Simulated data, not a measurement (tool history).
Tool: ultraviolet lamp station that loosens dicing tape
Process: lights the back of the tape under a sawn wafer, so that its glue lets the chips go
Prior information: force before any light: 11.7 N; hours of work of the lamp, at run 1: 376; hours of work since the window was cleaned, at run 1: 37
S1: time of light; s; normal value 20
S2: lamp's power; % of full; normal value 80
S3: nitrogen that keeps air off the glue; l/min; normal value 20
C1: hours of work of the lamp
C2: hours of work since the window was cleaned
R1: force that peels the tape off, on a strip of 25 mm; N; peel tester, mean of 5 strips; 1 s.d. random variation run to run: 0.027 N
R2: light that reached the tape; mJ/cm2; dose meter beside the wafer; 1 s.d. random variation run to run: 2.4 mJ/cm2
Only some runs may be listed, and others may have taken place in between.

Run 1, hour 0.0: usual settings; C1 376; C2 37. Result: R1 1.628 N, R2 228 mJ/cm2.
Run 2, hour 88.6: usual settings but S2 73 % of full; C1 446; C2 107. Result: R1 2.088 N, R2 201 mJ/cm2.
Run 3, hour 165.7: usual settings but S2 73 % of full; C1 507; C2 167. Result: R1 2.237 N, R2 191 mJ/cm2.
Run 4, hour 253.3: usual settings; C1 575; C2 236. Result: R1 2.038 N, R2 198 mJ/cm2.
Run 5, hour 320.0: usual settings; C1 628; C2 289. Result: R1 2.197 N, R2 198 mJ/cm2.
Run 6, hour 387.3: usual settings; C1 681; C2 342. Result: R1 2.308 N, R2 192 mJ/cm2.
Run 7, hour 445.4: usual settings but S2 60 % of full; C1 727; C2 387. Result: R1 3.547 N, R2 137 mJ/cm2.
At hour 483.5: window cleaned of glue's vapour.
Run 8, hour 526.5: usual settings but S2 60 % of full; C1 790; C2 34. Result: R1 3.052 N, R2 157 mJ/cm2.
Run 9, hour 563.3: usual settings but S3 7 l/min; C1 819; C2 63. Result: R1 3.765 N, R2 203 mJ/cm2.
Run 10, hour 626.5: usual settings but S3 6 l/min; C1 869; C2 113. Result: R1 3.937 N, R2 196 mJ/cm2.
Run 11, hour 691.2: usual settings but S3 39 l/min; C1 920; C2 163. Result: R1 1.611 N, R2 189 mJ/cm2.
Run 12, hour 760.3: usual settings but S3 39 l/min; C1 974; C2 218. Result: R1 1.723 N, R2 186 mJ/cm2.
At hour 774.1: lamp changed.
Run 13, hour 810.4: usual settings but S3 39 l/min; C1 29; C2 256. Result: R1 1.053 N, R2 233 mJ/cm2.
Run 14, hour 852.7: usual settings but S3 39 l/min; C1 62; C2 290. Result: R1 1.106 N, R2 227 mJ/cm2.
Run 15, hour 906.3: usual settings but S1 28 s, S3 15 l/min; C1 104; C2 332. Result: R1 1.089 N, R2 309 mJ/cm2.
Run 16, hour 974.5: usual settings but S1 22 s, S2 97 % of full, S3 7 l/min; C1 158; C2 386. Result: R1 2.243 N, R2 287 mJ/cm2.
At hour 1014.4: window cleaned of glue's vapour.
Run 17, hour 1065.9: usual settings but S1 14 s, S2 61 % of full, S3 28 l/min; C1 229; C2 41. Result: R1 3.419 N, R2 128 mJ/cm2.
Run 18, hour 1111.7: usual settings but S1 36 s, S2 91 % of full, S3 14 l/min; C1 265; C2 77. Result: R1 0.353 N, R2 481 mJ/cm2.
Run 19, hour 1194.2: usual settings but S1 13 s, S2 88 % of full, S3 12 l/min; C1 330; C2 141. Result: R1 3.707 N, R2 162 mJ/cm2.
Run 20, hour 1266.7: usual settings but S1 31 s, S2 94 % of full, S3 19 l/min; C1 387; C2 199. Result: R1 0.440 N, R2 404 mJ/cm2.
Run 21, hour 1356.1: usual settings but S1 31 s, S2 94 % of full, S3 19 l/min; C1 457; C2 269. Result: R1 0.495 N, R2 390 mJ/cm2.
Run 22, hour 1399.7: usual settings but S3 15 l/min; C1 492; C2 303. Result: R1 2.408 N, R2 208 mJ/cm2.
Run 23, hour 1453.8: usual settings but S1 11 s, S2 74 % of full, S3 6 l/min; C1 534; C2 346. Result: R1 6.612 N, R2 103 mJ/cm2.
Run 24, hour 1527.1: usual settings but S1 17 s, S2 68 % of full, S3 7 l/min; C1 592; C2 403. Result: R1 4.911 N, R2 142 mJ/cm2.

Predict the results of run 25:
At hour 1547.7: window cleaned of glue's vapour.
Run 25, hour 1586.9: usual settings but S1 17 s, S2 68 % of full, S3 7 l/min; C1 639; C2 31. Result: R1 ?, R2 ?.

For run 25 the tool returned R1 4.822 N, R2 155 mJ/cm2.
If the tool had no hidden condition, the same run with the same run-to-run variation would have returned R1 4.110 N, R2 182 mJ/cm2.
